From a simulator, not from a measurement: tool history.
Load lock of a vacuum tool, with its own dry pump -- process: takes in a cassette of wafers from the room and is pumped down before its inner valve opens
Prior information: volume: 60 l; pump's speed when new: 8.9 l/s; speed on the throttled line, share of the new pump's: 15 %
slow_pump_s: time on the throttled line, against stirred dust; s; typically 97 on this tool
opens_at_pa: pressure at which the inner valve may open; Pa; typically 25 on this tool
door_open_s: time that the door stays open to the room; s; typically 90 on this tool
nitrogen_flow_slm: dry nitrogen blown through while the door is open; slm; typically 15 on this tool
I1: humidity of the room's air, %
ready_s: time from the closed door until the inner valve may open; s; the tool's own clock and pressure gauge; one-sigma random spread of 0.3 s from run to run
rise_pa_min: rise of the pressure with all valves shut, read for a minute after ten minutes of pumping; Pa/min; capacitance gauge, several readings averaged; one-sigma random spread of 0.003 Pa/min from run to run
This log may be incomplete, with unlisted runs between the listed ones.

Run 1, hour 0.0: usual settings; I1 47.4. Result: ready_s 142.5 s, rise_pa_min 0.089 Pa/min.
Run 2, hour 623.1: usual settings but slow_pump_s 99 s; I1 43.4. Result: ready_s 143.8 s, rise_pa_min 0.108 Pa/min.
Run 3, hour 933.4: usual settings but slow_pump_s 99 s; I1 41.6. Result: ready_s 144.3 s, rise_pa_min 0.113 Pa/min.
Run 4, hour 1475.4: usual settings but slow_pump_s 99 s; I1 45.0. Result: ready_s 143.7 s, rise_pa_min 0.123 Pa/min.
Run 5, hour 1958.0: usual settings but slow_pump_s 99 s; I1 48.5. Result: ready_s 144.1 s, rise_pa_min 0.141 Pa/min.
Run 6, hour 2369.9: usual settings but slow_pump_s 99 s; I1 45.0. Result: ready_s 144.6 s, rise_pa_min 0.158 Pa/min.
Run 7, hour 2719.0: usual settings but slow_pump_s 57 s, opens_at_pa 35 Pa, nitrogen_flow_slm 17 slm; I1 45.6. Result: ready_s 107.1 s, rise_pa_min 0.167 Pa/min.
Run 8, hour 3375.4: usual settings but slow_pump_s 131 s, opens_at_pa 36 Pa, nitrogen_flow_slm 17 slm; I1 39.4. Result: ready_s 168.7 s, rise_pa_min 0.192 Pa/min.
Run 9, hour 3671.7: usual settings but door_open_s 35 s; I1 45.0. Result: ready_s 143.2 s, rise_pa_min 0.189 Pa/min.
Run 10, hour 4121.9: usual settings but opens_at_pa 35 Pa; I1 42.8. Result: ready_s 140.7 s, rise_pa_min 0.216 Pa/min.
Run 11, hour 4500.9: usual settings but opens_at_pa 35 Pa; I1 45.3. Result: ready_s 140.8 s, rise_pa_min 0.233 Pa/min.

Branching from run 11: 5 alternative next runs. What would each branch give?
Run A, hour 4893.4: usual settings but slow_pump_s 96 s, opens_at_pa 35 Pa, door_open_s 113 s, nitrogen_flow_slm 13 slm; I1 41.1. Result: ready_s ?, rise_pa_min ?.
Run B, hour 4893.4: usual settings but opens_at_pa 24 Pa, door_open_s 42 s, nitrogen_flow_slm 12 slm; I1 45.2. Result: ready_s ?, rise_pa_min ?.
Run C, hour 4893.4: usual settings but opens_at_pa 28 Pa, door_open_s 182 s, nitrogen_flow_slm 5 slm; I1 46.6. Result: ready_s ?, rise_pa_min ?.
Run D, hour 4893.4: usual settings but nitrogen_flow_slm 17 slm; I1 44.2. Result: ready_s ?, rise_pa_min ?.
Run E, hour 4893.4: usual settings but slow_pump_s 73 s, opens_at_pa 35 Pa, door_open_s 37 s, nitrogen_flow_slm 19 slm; I1 44.7. Result: ready_s ?, rise_pa_min ?.

run  ready_s  rise_pa_min
  A    140.1        0.251
  B    143.4        0.233
  C    142.8        0.287
  D    143.5        0.243
  E    121.5        0.231
With the hidden condition removed and each run's random variation left untouched, the same runs would have given:
run  ready_s  rise_pa_min
  A    135.6        0.033
  B    138.6        0.022
  C    138.1        0.069
  D    138.7        0.024
  E    116.5        0.015
